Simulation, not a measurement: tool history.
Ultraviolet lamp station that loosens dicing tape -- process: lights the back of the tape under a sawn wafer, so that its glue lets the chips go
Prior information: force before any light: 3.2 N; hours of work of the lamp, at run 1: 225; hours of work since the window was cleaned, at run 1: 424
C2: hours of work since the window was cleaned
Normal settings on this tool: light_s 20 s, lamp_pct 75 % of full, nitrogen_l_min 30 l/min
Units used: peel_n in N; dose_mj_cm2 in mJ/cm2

{"run": 1, "hour": 0.0, "light_s": 20, "lamp_pct": 75, "nitrogen_l_min": 30, "hours of work of the lamp": 225, "C2": 424, "peel_n": 0.724, "dose_mj_cm2": 208}
{"run": 2, "hour": 45.4, "light_s": 20, "lamp_pct": 75, "nitrogen_l_min": 30, "hours of work of the lamp": 244, "C2": 442, "peel_n": 0.726, "dose_mj_cm2": 199}
{"run": 3, "hour": 84.7, "light_s": 20, "lamp_pct": 75, "nitrogen_l_min": 30, "hours of work of the lamp": 259, "C2": 458, "peel_n": 0.74, "dose_mj_cm2": 196}
{"hour": 108.8, "done": "window cleaned of glue's vapour"}
{"run": 4, "hour": 123.3, "light_s": 20, "lamp_pct": 75, "nitrogen_l_min": 30, "hours of work of the lamp": 275, "C2": 6, "peel_n": 0.591, "dose_mj_cm2": 231}
{"run": 5, "hour": 145.5, "light_s": 20, "lamp_pct": 75, "nitrogen_l_min": 30, "hours of work of the lamp": 284, "C2": 15, "peel_n": 0.607, "dose_mj_cm2": 233}
{"run": 6, "hour": 179.5, "light_s": 20, "lamp_pct": 75, "nitrogen_l_min": 30, "hours of work of the lamp": 298, "C2": 29, "peel_n": 0.627, "dose_mj_cm2": 231}
{"run": 7, "hour": 201.9, "light_s": 20, "lamp_pct": 75, "nitrogen_l_min": 30, "hours of work of the lamp": 307, "C2": 38, "peel_n": 0.612, "dose_mj_cm2": 225}
{"run": 8, "hour": 223.8, "light_s": 20, "lamp_pct": 75, "nitrogen_l_min": 30, "hours of work of the lamp": 316, "C2": 47, "peel_n": 0.615, "dose_mj_cm2": 225}
{"run": 9, "hour": 265.6, "light_s": 20, "lamp_pct": 75, "nitrogen_l_min": 30, "hours of work of the lamp": 333, "C2": 64, "peel_n": 0.662, "dose_mj_cm2": 223}
{"run": 10, "hour": 311.1, "light_s": 20, "lamp_pct": 75, "nitrogen_l_min": 30, "hours of work of the lamp": 351, "C2": 82, "peel_n": 0.638, "dose_mj_cm2": 220}
{"run": 11, "hour": 343.9, "light_s": 20, "lamp_pct": 69, "nitrogen_l_min": 17, "hours of work of the lamp": 365, "C2": 95, "peel_n": 0.851, "dose_mj_cm2": 195}
{"run": 12, "hour": 393.6, "light_s": 20, "lamp_pct": 69, "nitrogen_l_min": 17, "hours of work of the lamp": 385, "C2": 116, "peel_n": 0.86, "dose_mj_cm2": 197}
{"run": 13, "hour": 432.8, "light_s": 24, "lamp_pct": 75, "nitrogen_l_min": 34, "hours of work of the lamp": 401, "C2": 132, "peel_n": 0.53, "dose_mj_cm2": 249}
{"run": 14, "hour": 464.7, "light_s": 20, "lamp_pct": 81, "nitrogen_l_min": 26, "hours of work of the lamp": 414, "C2": 145, "peel_n": 0.655, "dose_mj_cm2": 219}

Describe how what the log doesn't record of the tool's condition differs between the last listed run preceding each entry between runs and the first listed run following it.
Logged between run 3 and run 4: window cleaned of glue's vapour (hour 108.8)
  lamp's light, % of a new lamp's: 87.4 -> 86.7; light that the window lets through, % of a clean one's: 83.1 -> 99.7
  what was measured, less what the result would be without the hidden state, peel_n: +0.262 -> +0.112 N; dose_mj_cm2: -74 -> -37 mJ/cm2
